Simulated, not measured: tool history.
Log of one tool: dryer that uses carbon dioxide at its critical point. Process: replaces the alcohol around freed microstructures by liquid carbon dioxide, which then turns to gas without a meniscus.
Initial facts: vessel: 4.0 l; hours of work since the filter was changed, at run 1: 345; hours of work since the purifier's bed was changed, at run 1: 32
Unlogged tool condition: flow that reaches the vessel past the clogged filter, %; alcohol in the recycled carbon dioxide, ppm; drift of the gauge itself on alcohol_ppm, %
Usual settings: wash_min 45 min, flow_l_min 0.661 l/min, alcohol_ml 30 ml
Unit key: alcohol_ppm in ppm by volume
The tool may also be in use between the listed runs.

run	hour	wash_min	flow_l_min	alcohol_ml	hours of work since the filter was changed	hours of work since the purifier's bed was changed	alcohol_ppm
1	0	45	0.661	30	345	32	27
2	7.8	45	0.661	30	348	35	26
3	16.5	45	0.661	30	351	39	23
4	22	45	0.661	30	354	41	27
5	29.8	45	0.661	30	357	44	24
6	37.6	45	0.661	30	360	47	28
7	45.1	45	0.661	30	362	50	27
8	49.7	45	0.661	30	364	51	26
9	56.3	45	0.551	30	367	54	61
10	64.1	45	0.551	30	370	57	61
11	69.8	45	0.551	30	372	59	63
12	79.3	45	0.551	30	376	63	63
13	84.3	45	0.956	30	378	65	15
14	88.9	45	0.956	30	379	67	10
15	95.6	67	0.661	30	382	69	12
16	103.5	67	0.661	30	385	72	12
17	109.3	67	0.661	30	387	75	11
18	115.9	45	0.661	30	390	77	25
19	120.7	45	0.661	30	392	79	27
20	128.1	45	0.661	30	395	82	31
21	132.4	45	0.661	30	396	83	32
22	137.6	45	0.576	51	398	85	86
23	146.1	45	1.086	83	402	89	11
24	151.7	49	0.446	28	404	91	106
25	156.3	39	0.661	69	405	93	115
26	164.1	39	0.661	69	408	96	117
27	170.6	45	0.503	22	411	98	72
28	177.2	43	0.482	30	414	101	142
29	184.2	36	0.661	30	416	103	78
30	192.5	36	0.412	21	419	107	296
31	197.4	36	0.412	21	421	109	297
32	207	60	0.661	30	425	112	18
33	215.3	60	0.661	30	428	115	18
34	222.6	45	0.41	30	431	118	217
35	228.2	56	0.717	21	433	120	15
36	233.5	56	0.717	21	435	123	14
37	239.9	40	0.552	35	438	125	130
38	248.2	40	0.552	35	441	128	129
39	254.2	36	0.806	117	443	131	114
40	262.6	36	0.806	117	447	134	109

Predict each of these 4 candidate next runs independently; none follows another, all start after run 40:
A	269	45	0.492	20	449	136	?
B	269	31	0.806	117	449	136	?
C	269	43	0.806	117	449	136	?
D	269	44	0.719	30	449	136	?

run	alcohol_ppm
A	80
B	232
C	49
D	30
With no hidden state in the tool, these same runs would have given:
run	alcohol_ppm
A	36
B	96
C	17
D	12

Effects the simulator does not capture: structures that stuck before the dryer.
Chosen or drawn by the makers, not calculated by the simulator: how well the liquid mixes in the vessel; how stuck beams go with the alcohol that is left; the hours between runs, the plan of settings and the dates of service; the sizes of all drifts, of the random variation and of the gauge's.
